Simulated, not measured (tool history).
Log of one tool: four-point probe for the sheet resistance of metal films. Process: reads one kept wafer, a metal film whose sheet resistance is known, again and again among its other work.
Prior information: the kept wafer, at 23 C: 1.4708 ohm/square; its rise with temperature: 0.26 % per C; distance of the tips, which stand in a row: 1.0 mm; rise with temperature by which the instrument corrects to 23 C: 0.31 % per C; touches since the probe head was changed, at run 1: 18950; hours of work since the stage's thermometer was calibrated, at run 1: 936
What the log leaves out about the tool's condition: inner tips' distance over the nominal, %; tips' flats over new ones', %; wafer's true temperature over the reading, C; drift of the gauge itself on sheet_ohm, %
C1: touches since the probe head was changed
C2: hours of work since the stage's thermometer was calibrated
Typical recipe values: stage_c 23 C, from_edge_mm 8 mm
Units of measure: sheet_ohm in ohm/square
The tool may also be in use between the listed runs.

run 1 hour=0 | stage_c=23 from_edge_mm=8 | C1=18950 C2=936 | sheet_ohm=1.481239
run 2 hour=15.4 | stage_c=23 from_edge_mm=8 | C1=19625 C2=945 | sheet_ohm=1.481811
run 3 hour=45.3 | stage_c=30 from_edge_mm=8 | C1=20934 C2=961 | sheet_ohm=1.476476
run 4 hour=62.3 | stage_c=23 from_edge_mm=8 | C1=21681 C2=971 | sheet_ohm=1.481844
run 5 hour=92.8 | stage_c=35 from_edge_mm=8 | C1=23018 C2=987 | sheet_ohm=1.473118
run 6 hour=117.6 | stage_c=23 from_edge_mm=8 | C1=24103 C2=1001 | sheet_ohm=1.481816
run 7 hour=140.3 | stage_c=23 from_edge_mm=8 | C1=25099 C2=1013 | sheet_ohm=1.482312
run 8 hour=170.6 | stage_c=23 from_edge_mm=8 | C1=26426 C2=1030 | sheet_ohm=1.482266
run 9 hour=198 | stage_c=23 from_edge_mm=8 | C1=27627 C2=1045 | sheet_ohm=1.482771
run 10 hour=217.2 | stage_c=23 from_edge_mm=8 | C1=28468 C2=1055 | sheet_ohm=1.481985
run 11 hour=240.8 | stage_c=23 from_edge_mm=8 | C1=29504 C2=1068 | sheet_ohm=1.482548
run 12 hour=269.6 | stage_c=23 from_edge_mm=8 | C1=30762 C2=1084 | sheet_ohm=1.482293
run 13 hour=284.1 | stage_c=23 from_edge_mm=8 | C1=31401 C2=1092 | sheet_ohm=1.482572
run 14 hour=301.5 | stage_c=23 from_edge_mm=8 | C1=32161 C2=1101 | sheet_ohm=1.482863
run 15 hour=321.8 | stage_c=32 from_edge_mm=8 | C1=33050 C2=1112 | sheet_ohm=1.476144
run 16 hour=344.1 | stage_c=32 from_edge_mm=8 | C1=34027 C2=1125 | sheet_ohm=1.476382
run 17 hour=370.6 | stage_c=32 from_edge_mm=8 | C1=35191 C2=1139 | sheet_ohm=1.475504
run 18 hour=386.6 | stage_c=32 from_edge_mm=8 | C1=35892 C2=1148 | sheet_ohm=1.476675
run 19 hour=400.5 | stage_c=32 from_edge_mm=8 | C1=36501 C2=1155 | sheet_ohm=1.47644
run 20 hour=418.4 | stage_c=32 from_edge_mm=8 | C1=37287 C2=1165 | sheet_ohm=1.475785
run 21 hour=448 | stage_c=31 from_edge_mm=8 | C1=38583 C2=1181 | sheet_ohm=1.477825
run 22 hour=471.9 | stage_c=31 from_edge_mm=8 | C1=39630 C2=1194 | sheet_ohm=1.477395
run 23 hour=500.3 | stage_c=31 from_edge_mm=8 | C1=40874 C2=1210 | sheet_ohm=1.477698
run 24 hour=529.4 | stage_c=19 from_edge_mm=6 | C1=42148 C2=1226 | sheet_ohm=1.49602
run 25 hour=555.4 | stage_c=18 from_edge_mm=5 | C1=43290 C2=1240 | sheet_ohm=1.506684
run 26 hour=570.5 | stage_c=18 from_edge_mm=15 | C1=43948 C2=1248 | sheet_ohm=1.479915
run 27 hour=593.3 | stage_c=18 from_edge_mm=15 | C1=44949 C2=1261 | sheet_ohm=1.479089
run 28 hour=621 | stage_c=29 from_edge_mm=28 | C1=46165 C2=1276 | sheet_ohm=1.4686
run 29 hour=643.6 | stage_c=31 from_edge_mm=4 | C1=47154 C2=1288 | sheet_ohm=1.513485
run 30 hour=662.5 | stage_c=33 from_edge_mm=8 | C1=47982 C2=1299 | sheet_ohm=1.476754
run 31 hour=688.2 | stage_c=29 from_edge_mm=37 | C1=49108 C2=1313 | sheet_ohm=1.467845
run 32 hour=718.9 | stage_c=19 from_edge_mm=8 | C1=50452 C2=1330 | sheet_ohm=1.487634
run 33 hour=733.1 | stage_c=27 from_edge_mm=28 | C1=51074 C2=1337 | sheet_ohm=1.469788
run 34 hour=746.5 | stage_c=27 from_edge_mm=28 | C1=51661 C2=1345 | sheet_ohm=1.470327
run 35 hour=766 | stage_c=27 from_edge_mm=47 | C1=52518 C2=1355 | sheet_ohm=1.469629
run 36 hour=790.3 | stage_c=27 from_edge_mm=47 | C1=53580 C2=1369 | sheet_ohm=1.470086
run 37 hour=817.5 | stage_c=23 from_edge_mm=5 | C1=54773 C2=1383 | sheet_ohm=1.503611
run 38 hour=839.2 | stage_c=29 from_edge_mm=23 | C1=55726 C2=1395 | sheet_ohm=1.469492
run 39 hour=858.6 | stage_c=22 from_edge_mm=52 | C1=56573 C2=1406 | sheet_ohm=1.47389
run 40 hour=882.2 | stage_c=34 from_edge_mm=4 | C1=57611 C2=1419 | sheet_ohm=1.51207
run 41 hour=899.3 | stage_c=34 from_edge_mm=4 | C1=58361 C2=1428 | sheet_ohm=1.512279
run 42 hour=923.6 | stage_c=34 from_edge_mm=4 | C1=59421 C2=1441 | sheet_ohm=1.512638
run 43 hour=954.1 | stage_c=34 from_edge_mm=12 | C1=60760 C2=1458 | sheet_ohm=1.470101
run 44 hour=984.8 | stage_c=32 from_edge_mm=8 | C1=62104 C2=1475 | sheet_ohm=1.478619
run 45 hour=998.8 | stage_c=18 from_edge_mm=39 | C1=62720 C2=1483 | sheet_ohm=1.477198

Hidden state or all else? Some run-to-run changes of sheet_ohm, split into what the settings, what came in and random variation would give without the hidden state, and what is left for the hidden state (with any gauge scatter that isn't in both results):
Run 23 -> 24: stage_c 31 -> 19, from_edge_mm 8 -> 6. sheet_ohm +0.018322 ohm/square: hidden state +0.000161, all else +0.018161.
Run 28 -> 29: stage_c 29 -> 31, from_edge_mm 28 -> 4. sheet_ohm +0.044885 ohm/square: hidden state +0.000111, all else +0.044774.
Run 31 -> 32: stage_c 29 -> 19, from_edge_mm 37 -> 8. sheet_ohm +0.019789 ohm/square: hidden state +0.000162, all else +0.019627.
Run 36 -> 37: stage_c 27 -> 23, from_edge_mm 47 -> 5. sheet_ohm +0.033525 ohm/square: hidden state +0.000158, all else +0.033367.
Run 39 -> 40: stage_c 22 -> 34, from_edge_mm 52 -> 4. sheet_ohm +0.03818 ohm/square: hidden state +0.000102, all else +0.038078.
Run 42 -> 43: from_edge_mm 4 -> 12. sheet_ohm -0.042537 ohm/square: hidden state +0.000056, all else -0.042593.

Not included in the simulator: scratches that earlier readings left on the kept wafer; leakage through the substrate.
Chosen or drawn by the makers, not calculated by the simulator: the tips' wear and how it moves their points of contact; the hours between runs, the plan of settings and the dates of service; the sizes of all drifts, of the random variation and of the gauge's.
